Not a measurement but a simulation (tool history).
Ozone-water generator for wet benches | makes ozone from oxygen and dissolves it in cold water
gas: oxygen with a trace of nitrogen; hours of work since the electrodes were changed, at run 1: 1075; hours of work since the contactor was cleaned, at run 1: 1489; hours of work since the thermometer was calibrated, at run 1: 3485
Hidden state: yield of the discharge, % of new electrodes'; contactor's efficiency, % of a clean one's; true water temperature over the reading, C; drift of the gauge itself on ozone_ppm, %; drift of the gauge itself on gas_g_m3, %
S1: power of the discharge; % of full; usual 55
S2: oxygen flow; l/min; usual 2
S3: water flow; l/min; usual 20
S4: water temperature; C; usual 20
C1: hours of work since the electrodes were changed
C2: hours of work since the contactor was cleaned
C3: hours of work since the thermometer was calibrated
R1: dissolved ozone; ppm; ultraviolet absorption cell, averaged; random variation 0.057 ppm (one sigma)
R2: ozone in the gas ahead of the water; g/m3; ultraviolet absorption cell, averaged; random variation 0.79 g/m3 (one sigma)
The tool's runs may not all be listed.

run	hour	S1	S2	S3	S4	C1	C2	C3	R1	R2
1	0	55	2	20	20	1075	1489	3485	5.6	121.2
2	27.4	55	2	20	25	1098	1512	3508	5.37	122
3	52.5	55	2	20	25	1119	1533	3529	5.33	120.1
4	73.5	55	2	20	20	1137	1550	3546	5.67	122.1
5	90.1	55	2	20	20	1150	1564	3560	5.67	121.2
6	123.2	55	2	20	20	1178	1592	3588	5.65	121.7
7	155.3	55	2	20	20	1205	1618	3614	5.61	122.2
8	179	55	2	20	20	1225	1638	3634	5.48	122.5
9	197.5	55	2	20	20	1240	1653	3649	5.75	122
10	224.3	55	1.15	20	20	1262	1676	3672	4.74	158
11	242.4	55	1.05	20	20	1277	1691	3687	4.59	165.5
12	270.6	55	2	29	20	1301	1714	3710	3.76	121.1
13	292.7	55	2	29	20	1319	1733	3729	3.73	121.6
# hour 295.4: water thermometer calibrated
14	310.4	60	2	20	20	1334	1747	13	5.85	128.3
15	330.8	60	2	20	20	1351	1764	29	5.89	127.6
16	355.5	60	2	20	20	1371	1785	50	5.84	127.4
17	373.6	66	2	20	20	1386	1800	65	6.4	135.2
18	392.8	66	2	20	20	1402	1816	81	6.32	136
19	428.7	55	2.41	20	20	1432	1846	111	5.87	109.6
20	444.1	48	1.46	20	20	1445	1859	124	4.62	128.2
21	464.7	48	1.46	20	20	1462	1876	141	4.67	128
22	492	55	2	17	20	1485	1899	164	6.61	120.9
# hour 510.4: water thermometer calibrated, once more
23	520.7	55	2	26	20	1509	1922	9	4.18	122.1
24	547.6	55	1.91	24	20	1531	1944	31	4.62	122.9
25	582.1	55	2.27	31	14	1560	1973	60	3.65	114.2
26	610.1	55	2	26	20	1583	1997	83	4.15	121.1
27	639.1	55	2	25	12	1607	2021	107	4.54	120.3
28	670.7	89	1.42	24	21	1634	2047	134	5.44	195.1
29	703.7	55	1.75	26	20	1661	2075	161	3.98	129.5
30	725.2	55	1.75	26	20	1679	2092	179	4.09	128.8
31	744	76	1.75	26	26	1695	2108	195	4.66	159.6
32	767	41	1.3	20	20	1714	2127	214	4.04	120.3
33	788.6	43	1.42	20	19	1732	2145	232	4.21	119.2

Forecast each of these 4 alternatives for the next run:
A	810.6	77	1.42	17	19	1750	2164	250	?	?
B	810.6	43	1.62	15	19	1750	2164	250	?	?
C	810.6	55	2.42	16	20	1750	2164	250	?	?
D	810.6	55	2	20	22	1750	2164	250	?	?

run	R1	R2
A	7.5	177.7
B	6.04	111.9
C	7.23	109.6
D	5.34	118
Without the tool's hidden state the same runs would have given:
run	R1	R2
A	7.92	182.7
B	6.3	113.9
C	7.58	112
D	5.61	120.6
